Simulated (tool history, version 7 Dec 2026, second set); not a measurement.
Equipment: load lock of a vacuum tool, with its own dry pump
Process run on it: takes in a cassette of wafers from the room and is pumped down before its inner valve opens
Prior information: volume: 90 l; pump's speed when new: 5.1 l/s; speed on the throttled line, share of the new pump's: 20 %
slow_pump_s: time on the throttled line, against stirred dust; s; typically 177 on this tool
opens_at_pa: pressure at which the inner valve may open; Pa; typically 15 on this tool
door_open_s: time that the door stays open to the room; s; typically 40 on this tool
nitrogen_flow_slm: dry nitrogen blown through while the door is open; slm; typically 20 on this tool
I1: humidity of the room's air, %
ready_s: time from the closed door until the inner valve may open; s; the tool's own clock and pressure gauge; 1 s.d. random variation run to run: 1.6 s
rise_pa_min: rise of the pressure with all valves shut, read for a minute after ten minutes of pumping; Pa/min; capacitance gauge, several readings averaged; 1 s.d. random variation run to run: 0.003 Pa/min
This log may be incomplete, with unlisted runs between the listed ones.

{"run": 1, "hour": 0.0, "slow_pump_s": 177, "opens_at_pa": 15, "door_open_s": 40, "nitrogen_flow_slm": 20, "I1": 43.3, "ready_s": 296.3, "rise_pa_min": 0.218}
{"run": 2, "hour": 113.9, "slow_pump_s": 177, "opens_at_pa": 15, "door_open_s": 40, "nitrogen_flow_slm": 20, "I1": 45.1, "ready_s": 297.9, "rise_pa_min": 0.224}
{"run": 3, "hour": 220.5, "slow_pump_s": 177, "opens_at_pa": 15, "door_open_s": 40, "nitrogen_flow_slm": 20, "I1": 43.4, "ready_s": 298.3, "rise_pa_min": 0.227}
{"run": 4, "hour": 288.8, "slow_pump_s": 177, "opens_at_pa": 15, "door_open_s": 40, "nitrogen_flow_slm": 20, "I1": 43.6, "ready_s": 297.3, "rise_pa_min": 0.234}
{"run": 5, "hour": 384.7, "slow_pump_s": 177, "opens_at_pa": 15, "door_open_s": 40, "nitrogen_flow_slm": 20, "I1": 43.8, "ready_s": 298.3, "rise_pa_min": 0.237}
{"run": 6, "hour": 486.5, "slow_pump_s": 223, "opens_at_pa": 15, "door_open_s": 40, "nitrogen_flow_slm": 20, "I1": 47.5, "ready_s": 332.6, "rise_pa_min": 0.237}
{"hour": 562.6, "done": "door's seal changed, seat wiped"}
{"run": 7, "hour": 611.1, "slow_pump_s": 255, "opens_at_pa": 15, "door_open_s": 40, "nitrogen_flow_slm": 20, "I1": 45.4, "ready_s": 359.5, "rise_pa_min": 0.012}
{"run": 8, "hour": 739.7, "slow_pump_s": 177, "opens_at_pa": 15, "door_open_s": 40, "nitrogen_flow_slm": 20, "I1": 46.5, "ready_s": 299.1, "rise_pa_min": 0.006}
{"run": 9, "hour": 804.4, "slow_pump_s": 177, "opens_at_pa": 15, "door_open_s": 40, "nitrogen_flow_slm": 20, "I1": 41.9, "ready_s": 298.7, "rise_pa_min": 0.011}
{"run": 10, "hour": 869.3, "slow_pump_s": 177, "opens_at_pa": 15, "door_open_s": 40, "nitrogen_flow_slm": 20, "I1": 45.5, "ready_s": 303.8, "rise_pa_min": 0.016}
{"run": 11, "hour": 985.4, "slow_pump_s": 177, "opens_at_pa": 15, "door_open_s": 40, "nitrogen_flow_slm": 20, "I1": 46.2, "ready_s": 297.4, "rise_pa_min": 0.012}
{"run": 12, "hour": 1054.0, "slow_pump_s": 177, "opens_at_pa": 15, "door_open_s": 40, "nitrogen_flow_slm": 20, "I1": 40.3, "ready_s": 299.0, "rise_pa_min": 0.015}
{"run": 13, "hour": 1144.1, "slow_pump_s": 177, "opens_at_pa": 15, "door_open_s": 40, "nitrogen_flow_slm": 20, "I1": 47.0, "ready_s": 297.5, "rise_pa_min": 0.014}
{"run": 14, "hour": 1221.3, "slow_pump_s": 177, "opens_at_pa": 15, "door_open_s": 40, "nitrogen_flow_slm": 20, "I1": 44.4, "ready_s": 298.3, "rise_pa_min": 0.013}
{"run": 15, "hour": 1303.9, "slow_pump_s": 177, "opens_at_pa": 15, "door_open_s": 56, "nitrogen_flow_slm": 20, "I1": 47.6, "ready_s": 298.6, "rise_pa_min": 0.023}
{"run": 16, "hour": 1412.5, "slow_pump_s": 177, "opens_at_pa": 15, "door_open_s": 56, "nitrogen_flow_slm": 20, "I1": 43.9, "ready_s": 298.0, "rise_pa_min": 0.019}
{"run": 17, "hour": 1552.6, "slow_pump_s": 177, "opens_at_pa": 15, "door_open_s": 56, "nitrogen_flow_slm": 20, "I1": 42.9, "ready_s": 299.2, "rise_pa_min": 0.017}
{"run": 18, "hour": 1662.5, "slow_pump_s": 177, "opens_at_pa": 15, "door_open_s": 40, "nitrogen_flow_slm": 20, "I1": 46.1, "ready_s": 295.8, "rise_pa_min": 0.016}
{"run": 19, "hour": 1802.4, "slow_pump_s": 177, "opens_at_pa": 15, "door_open_s": 85, "nitrogen_flow_slm": 20, "I1": 44.3, "ready_s": 298.7, "rise_pa_min": 0.025}
{"run": 20, "hour": 1941.8, "slow_pump_s": 110, "opens_at_pa": 12, "door_open_s": 32, "nitrogen_flow_slm": 32, "I1": 48.5, "ready_s": 251.8, "rise_pa_min": 0.013}
{"run": 21, "hour": 2002.4, "slow_pump_s": 110, "opens_at_pa": 12, "door_open_s": 32, "nitrogen_flow_slm": 32, "I1": 40.7, "ready_s": 250.0, "rise_pa_min": 0.013}
{"run": 22, "hour": 2133.7, "slow_pump_s": 110, "opens_at_pa": 12, "door_open_s": 32, "nitrogen_flow_slm": 32, "I1": 45.5, "ready_s": 248.7, "rise_pa_min": 0.015}
{"run": 23, "hour": 2227.4, "slow_pump_s": 110, "opens_at_pa": 12, "door_open_s": 32, "nitrogen_flow_slm": 32, "I1": 42.9, "ready_s": 251.0, "rise_pa_min": 0.012}
{"run": 24, "hour": 2332.2, "slow_pump_s": 177, "opens_at_pa": 15, "door_open_s": 40, "nitrogen_flow_slm": 5, "I1": 46.9, "ready_s": 301.1, "rise_pa_min": 0.032}
{"run": 25, "hour": 2411.7, "slow_pump_s": 168, "opens_at_pa": 18, "door_open_s": 193, "nitrogen_flow_slm": 4, "I1": 44.2, "ready_s": 287.0, "rise_pa_min": 0.072}
{"run": 26, "hour": 2518.4, "slow_pump_s": 177, "opens_at_pa": 26, "door_open_s": 74, "nitrogen_flow_slm": 20, "I1": 44.7, "ready_s": 291.2, "rise_pa_min": 0.026}
{"run": 27, "hour": 2641.4, "slow_pump_s": 331, "opens_at_pa": 15, "door_open_s": 158, "nitrogen_flow_slm": 7, "I1": 46.5, "ready_s": 421.8, "rise_pa_min": 0.054}
{"run": 28, "hour": 2731.0, "slow_pump_s": 331, "opens_at_pa": 15, "door_open_s": 158, "nitrogen_flow_slm": 7, "I1": 42.6, "ready_s": 425.7, "rise_pa_min": 0.054}
{"run": 29, "hour": 2853.5, "slow_pump_s": 305, "opens_at_pa": 30, "door_open_s": 74, "nitrogen_flow_slm": 25, "I1": 45.5, "ready_s": 386.6, "rise_pa_min": 0.027}
{"run": 30, "hour": 2950.2, "slow_pump_s": 298, "opens_at_pa": 25, "door_open_s": 173, "nitrogen_flow_slm": 12, "I1": 41.7, "ready_s": 387.3, "rise_pa_min": 0.054}
{"run": 31, "hour": 3092.1, "slow_pump_s": 150, "opens_at_pa": 20, "door_open_s": 33, "nitrogen_flow_slm": 11, "I1": 46.0, "ready_s": 273.5, "rise_pa_min": 0.026}
{"run": 32, "hour": 3219.8, "slow_pump_s": 96, "opens_at_pa": 11, "door_open_s": 111, "nitrogen_flow_slm": 4, "I1": 42.1, "ready_s": 242.0, "rise_pa_min": 0.06}
{"run": 33, "hour": 3347.6, "slow_pump_s": 177, "opens_at_pa": 15, "door_open_s": 35, "nitrogen_flow_slm": 20, "I1": 47.4, "ready_s": 299.4, "rise_pa_min": 0.029}
{"run": 34, "hour": 3442.3, "slow_pump_s": 177, "opens_at_pa": 15, "door_open_s": 35, "nitrogen_flow_slm": 20, "I1": 46.5, "ready_s": 301.0, "rise_pa_min": 0.03}
{"run": 35, "hour": 3550.4, "slow_pump_s": 189, "opens_at_pa": 15, "door_open_s": 76, "nitrogen_flow_slm": 20, "I1": 43.3, "ready_s": 310.5, "rise_pa_min": 0.037}
{"run": 36, "hour": 3662.1, "slow_pump_s": 189, "opens_at_pa": 15, "door_open_s": 76, "nitrogen_flow_slm": 20, "I1": 45.4, "ready_s": 307.6, "rise_pa_min": 0.037}
{"run": 37, "hour": 3766.9, "slow_pump_s": 129, "opens_at_pa": 15, "door_open_s": 73, "nitrogen_flow_slm": 20, "I1": 43.6, "ready_s": 261.5, "rise_pa_min": 0.038}
{"run": 38, "hour": 3847.8, "slow_pump_s": 129, "opens_at_pa": 11, "door_open_s": 32, "nitrogen_flow_slm": 20, "I1": 44.6, "ready_s": 268.7, "rise_pa_min": 0.029}

3 options for the next run, each taken on its own from the tool as it stands now. Forecast them:
{"run": "A", "hour": 3948.7, "slow_pump_s": 129, "opens_at_pa": 14, "door_open_s": 55, "nitrogen_flow_slm": 33, "I1": 44.3, "ready_s": "?", "rise_pa_min": "?"}
{"run": "B", "hour": 3948.7, "slow_pump_s": 177, "opens_at_pa": 12, "door_open_s": 59, "nitrogen_flow_slm": 5, "I1": 44.6, "ready_s": "?", "rise_pa_min": "?"}
{"run": "C", "hour": 3948.7, "slow_pump_s": 306, "opens_at_pa": 11, "door_open_s": 32, "nitrogen_flow_slm": 20, "I1": 43.4, "ready_s": "?", "rise_pa_min": "?"}

run=A ready_s=266.0 rise_pa_min=0.033
run=B ready_s=306.1 rise_pa_min=0.046
run=C ready_s=410.0 rise_pa_min=0.038
Stripped of hidden state, with their random variation kept, the same runs would have yielded:
run=A ready_s=262.8 rise_pa_min=0.011
run=B ready_s=303.1 rise_pa_min=0.024
run=C ready_s=407.6 rise_pa_min=0.015

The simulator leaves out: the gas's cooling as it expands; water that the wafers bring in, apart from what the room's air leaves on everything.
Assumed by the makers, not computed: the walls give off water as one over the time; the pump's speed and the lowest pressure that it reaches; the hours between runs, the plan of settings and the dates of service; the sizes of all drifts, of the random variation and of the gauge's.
